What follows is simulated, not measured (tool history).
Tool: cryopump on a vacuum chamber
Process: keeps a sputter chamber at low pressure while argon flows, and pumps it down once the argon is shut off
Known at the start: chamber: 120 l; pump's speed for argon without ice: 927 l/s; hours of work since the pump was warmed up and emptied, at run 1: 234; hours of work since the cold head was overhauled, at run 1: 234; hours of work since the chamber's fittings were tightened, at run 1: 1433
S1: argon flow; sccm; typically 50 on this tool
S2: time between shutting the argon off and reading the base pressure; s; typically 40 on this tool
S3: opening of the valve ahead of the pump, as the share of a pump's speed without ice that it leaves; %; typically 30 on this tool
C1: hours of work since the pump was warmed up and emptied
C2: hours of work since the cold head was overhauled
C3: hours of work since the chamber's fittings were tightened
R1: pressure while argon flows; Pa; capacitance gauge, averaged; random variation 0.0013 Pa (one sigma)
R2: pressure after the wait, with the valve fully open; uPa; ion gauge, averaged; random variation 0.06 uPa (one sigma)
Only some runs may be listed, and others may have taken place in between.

run	hour	S1	S2	S3	C1	C2	C3	R1	R2
1	0	50	40	30	234	234	1433	0.3152	4.65
2	30.1	50	40	30	256	256	1455	0.3187	4.66
3	65.8	50	40	30	282	282	1481	0.3185	4.65
4	97	50	40	30	304	304	1503	0.3196	4.75
5	124.7	50	40	27	324	324	1523	0.3572	4.72
6	172.7	50	40	30	358	358	1557	0.3234	4.9
7	206.5	50	40	30	383	383	1582	0.3219	4.84
8	257.8	50	40	30	420	420	1619	0.3269	4.85
9	302.7	50	40	30	452	452	1651	0.3289	5
10	356.1	50	40	30	490	490	1689	0.3286	5
11	417.4	21	40	30	534	534	1733	0.1384	5.06
12	459.8	78	40	30	565	565	1764	0.5249	5.22
13	508.8	67	198	27	600	600	1799	0.4994	2.44
14	538.6	50	41	46	622	622	1821	0.2336	5.2
15	598.3	50	41	46	664	664	1864	0.2348	5.15
16	656.3	74	40	30	706	706	1905	0.5078	5.46
17	702.6	62	159	44	740	740	1939	0.311	2.8
18	742.5	26	80	18	768	768	1967	0.2873	3.68

What will run 19 give?
19	789.4	53	40	17	802	802	2001	?	?

R1: 0.6203 Pa
R2: 5.42 uPa
Minus the tool's unlogged condition, the same run would have read R1 0.5688 Pa, R2 3.68 uPa.
